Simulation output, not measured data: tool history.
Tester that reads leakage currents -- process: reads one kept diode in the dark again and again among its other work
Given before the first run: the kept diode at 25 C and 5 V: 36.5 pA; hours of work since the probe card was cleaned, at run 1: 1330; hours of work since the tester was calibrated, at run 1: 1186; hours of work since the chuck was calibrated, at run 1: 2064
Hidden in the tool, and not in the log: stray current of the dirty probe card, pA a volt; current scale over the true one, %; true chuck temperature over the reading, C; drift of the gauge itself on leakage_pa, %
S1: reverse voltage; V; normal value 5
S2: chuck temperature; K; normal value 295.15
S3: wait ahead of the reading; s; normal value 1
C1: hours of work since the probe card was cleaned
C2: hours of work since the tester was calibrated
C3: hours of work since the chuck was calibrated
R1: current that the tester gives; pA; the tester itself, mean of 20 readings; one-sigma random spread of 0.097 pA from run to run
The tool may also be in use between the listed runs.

Run 1, hour 0: usual settings; C1 1330; C2 1186; C3 2064. Result: R1 33.04 pA.
Run 2, hour 70.6: usual settings but S1 10.44 V; C1 1371; C2 1227; C3 2105. Result: R1 45.35 pA.
Run 3, hour 165.6: usual settings but S1 3.76 V; C1 1427; C2 1282; C3 2161. Result: R1 29.93 pA.
Run 4, hour 265.8: usual settings but S1 3.76 V; C1 1485; C2 1340; C3 2219. Result: R1 30.01 pA.
At hour 408.3: probe card cleaned and baked.
Run 5, hour 408.3: usual settings but S1 2.18 V; C1 0; C2 1422; C3 2300. Result: R1 23.06 pA.
At hour 417.1: tester calibrated.
Run 6, hour 504.4: usual settings but S1 2.18 V; C1 55; C2 51; C3 2355. Result: R1 23.16 pA.
Run 7, hour 627.5: usual settings but S1 2.18 V; C1 126; C2 122; C3 2426. Result: R1 23.37 pA.
At hour 669.7: chuck's temperature calibrated.
Run 8, hour 698.4: usual settings but S1 2.18 V; C1 166; C2 163; C3 17. Result: R1 21.59 pA.
Run 9, hour 807.6: usual settings but S1 2.18 V, S2 309.15 K; C1 230; C2 226; C3 80. Result: R1 77.91 pA.
Run 10, hour 873.9: usual settings but S1 7.03 V, S2 323.15 K; C1 269; C2 265; C3 119. Result: R1 361.3 pA.
Run 11, hour 933: usual settings but S1 4.27 V, S2 330.15 K, S3 4.37 s; C1 303; C2 299; C3 153. Result: R1 534.43 pA.
At hour 958.9: tester calibrated, once more.
Run 12, hour 994.7: usual settings but S1 4.27 V, S2 330.15 K, S3 4.37 s; C1 338; C2 21; C3 188. Result: R1 527.76 pA.
Run 13, hour 1122.6: usual settings but S1 4.27 V, S2 330.15 K, S3 4.37 s; C1 412; C2 95; C3 262. Result: R1 526.84 pA.
Run 14, hour 1220.2: usual settings but S1 4.27 V, S2 330.15 K, S3 4.37 s; C1 469; C2 152; C3 319. Result: R1 529.35 pA.
Run 15, hour 1295.3: usual settings but S1 1.76 V, S2 304.15 K; C1 513; C2 196; C3 363. Result: R1 46.56 pA.

Here are 4 independent what-if runs from the current tool condition. What would each one return?
Run A, hour 1378.7: usual settings but S3 1.55 s; C1 561; C2 244; C3 411. Result: R1 ?.
Run B, hour 1378.7: usual settings but S1 9.68 V, S2 304.15 K; C1 561; C2 244; C3 411. Result: R1 ?.
Run C, hour 1378.7: usual settings but S1 6.52 V, S2 313.15 K, S3 1.25 s; C1 561; C2 244; C3 411. Result: R1 ?.
Run D, hour 1378.7: usual settings but S1 1.76 V, S2 329.15 K, S3 2.31 s; C1 561; C2 244; C3 411. Result: R1 ?.

run      R1
  A   29.52
  B    82.5
  C  156.24
  D  372.75
With the hidden condition removed and each run's random variation left untouched, the same runs would have given:
run      R1
  A   27.97
  B   79.34
  C  153.42
  D  369.83
